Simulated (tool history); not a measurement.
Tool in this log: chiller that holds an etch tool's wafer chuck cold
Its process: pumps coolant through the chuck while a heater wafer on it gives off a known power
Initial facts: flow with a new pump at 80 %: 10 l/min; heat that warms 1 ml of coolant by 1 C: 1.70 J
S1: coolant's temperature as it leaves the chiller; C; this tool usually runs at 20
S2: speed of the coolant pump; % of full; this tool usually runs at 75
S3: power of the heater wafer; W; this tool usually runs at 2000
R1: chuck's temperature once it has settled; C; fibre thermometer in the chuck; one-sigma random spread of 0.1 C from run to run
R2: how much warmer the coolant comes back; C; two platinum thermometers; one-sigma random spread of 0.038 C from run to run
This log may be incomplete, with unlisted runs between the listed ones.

{"run": 1, "day": 0.0, "S1": 20, "S2": 75, "S3": 2000, "R1": 36.3, "R2": 7.56}
{"run": 2, "day": 0.671, "S1": 20, "S2": 75, "S3": 1761, "R1": 34.3, "R2": 6.71}
{"run": 3, "day": 1.554, "S1": 20, "S2": 75, "S3": 1761, "R1": 34.2, "R2": 6.71}
{"run": 4, "day": 2.475, "S1": 20, "S2": 75, "S3": 2000, "R1": 36.2, "R2": 7.6}
{"run": 5, "day": 3.292, "S1": 20, "S2": 75, "S3": 2000, "R1": 36.1, "R2": 7.63}
{"run": 6, "day": 3.921, "S1": 20, "S2": 75, "S3": 1462, "R1": 31.8, "R2": 5.56}
{"run": 7, "day": 4.892, "S1": 20, "S2": 68, "S3": 2000, "R1": 37.6, "R2": 8.5}
{"run": 8, "day": 5.812, "S1": 14, "S2": 68, "S3": 2000, "R1": 31.7, "R2": 8.45}
{"run": 9, "day": 6.8, "S1": 14, "S2": 68, "S3": 2000, "R1": 31.7, "R2": 8.47}
{"run": 10, "day": 8.046, "S1": 14, "S2": 68, "S3": 2000, "R1": 31.5, "R2": 8.49}
{"run": 11, "day": 8.621, "S1": 14, "S2": 68, "S3": 2000, "R1": 31.4, "R2": 8.42}
{"run": 12, "day": 9.217, "S1": 20, "S2": 75, "S3": 2000, "R1": 36.2, "R2": 7.58}
{"run": 13, "day": 10.325, "S1": 20, "S2": 75, "S3": 2000, "R1": 36.1, "R2": 7.66}
{"run": 14, "day": 11.579, "S1": 20, "S2": 79, "S3": 2000, "R1": 35.3, "R2": 7.17}
{"run": 15, "day": 12.146, "S1": 14, "S2": 79, "S3": 2000, "R1": 29.4, "R2": 7.17}
{"run": 16, "day": 13.154, "S1": 14, "S2": 79, "S3": 2000, "R1": 29.5, "R2": 7.15}
{"run": 17, "day": 13.7, "S1": 14, "S2": 79, "S3": 2000, "R1": 29.4, "R2": 7.13}
{"run": 18, "day": 14.338, "S1": 25, "S2": 75, "S3": 1063, "R1": 33.4, "R2": 4.06}
{"run": 19, "day": 15.596, "S1": 25, "S2": 75, "S3": 1063, "R1": 33.7, "R2": 4.05}
{"run": 20, "day": 16.542, "S1": 20, "S2": 75, "S3": 2701, "R1": 42.1, "R2": 10.24}
{"run": 21, "day": 17.433, "S1": 20, "S2": 84, "S3": 1976, "R1": 34.4, "R2": 6.57}
{"run": 22, "day": 18.612, "S1": 20, "S2": 95, "S3": 1976, "R1": 32.9, "R2": 5.71}
{"run": 23, "day": 19.454, "S1": 14, "S2": 90, "S3": 1345, "R1": 23.1, "R2": 4.13}
{"run": 24, "day": 20.279, "S1": 26, "S2": 90, "S3": 1802, "R1": 38.2, "R2": 5.51}
{"run": 25, "day": 21.083, "S1": 26, "S2": 90, "S3": 1802, "R1": 38.3, "R2": 5.54}
{"run": 26, "day": 21.979, "S1": 13, "S2": 93, "S3": 1903, "R1": 25.6, "R2": 5.67}
{"run": 27, "day": 23.221, "S1": 13, "S2": 93, "S3": 1903, "R1": 25.6, "R2": 5.68}
{"day": 23.496, "done": "chiller's thermometer calibrated"}
{"run": 28, "day": 24.062, "S1": 20, "S2": 92, "S3": 2172, "R1": 34.6, "R2": 6.57}
{"run": 29, "day": 25.296, "S1": 26, "S2": 61, "S3": 2842, "R1": 53.5, "R2": 13.66}
{"run": 30, "day": 26.371, "S1": 20, "S2": 96, "S3": 1156, "R1": 27.3, "R2": 3.27}
{"run": 31, "day": 27.258, "S1": 11, "S2": 89, "S3": 1156, "R1": 18.9, "R2": 3.57}
{"run": 32, "day": 27.971, "S1": 17, "S2": 89, "S3": 1156, "R1": 25.1, "R2": 3.6}
{"run": 33, "day": 29.121, "S1": 20, "S2": 80, "S3": 1299, "R1": 29.7, "R2": 4.58}

What if the next run were any one of these 3? Each begins from the tool's condition after run 33:
{"run": "A", "day": 30.133, "S1": 26, "S2": 72, "S3": 2028, "R1": "?", "R2": "?"}
{"run": "B", "day": 30.133, "S1": 15, "S2": 82, "S3": 1299, "R1": "?", "R2": "?"}
{"run": "C", "day": 30.133, "S1": 22, "S2": 93, "S3": 1334, "R1": "?", "R2": "?"}

run=A R1=43.0 R2=8.06
run=B R1=24.6 R2=4.44
run=C R1=30.7 R2=3.96
With the hidden condition removed and each run's random variation left untouched, the same runs would have given:
run=A R1=43.0 R2=8.06
run=B R1=24.6 R2=4.44
run=C R1=30.7 R2=3.96

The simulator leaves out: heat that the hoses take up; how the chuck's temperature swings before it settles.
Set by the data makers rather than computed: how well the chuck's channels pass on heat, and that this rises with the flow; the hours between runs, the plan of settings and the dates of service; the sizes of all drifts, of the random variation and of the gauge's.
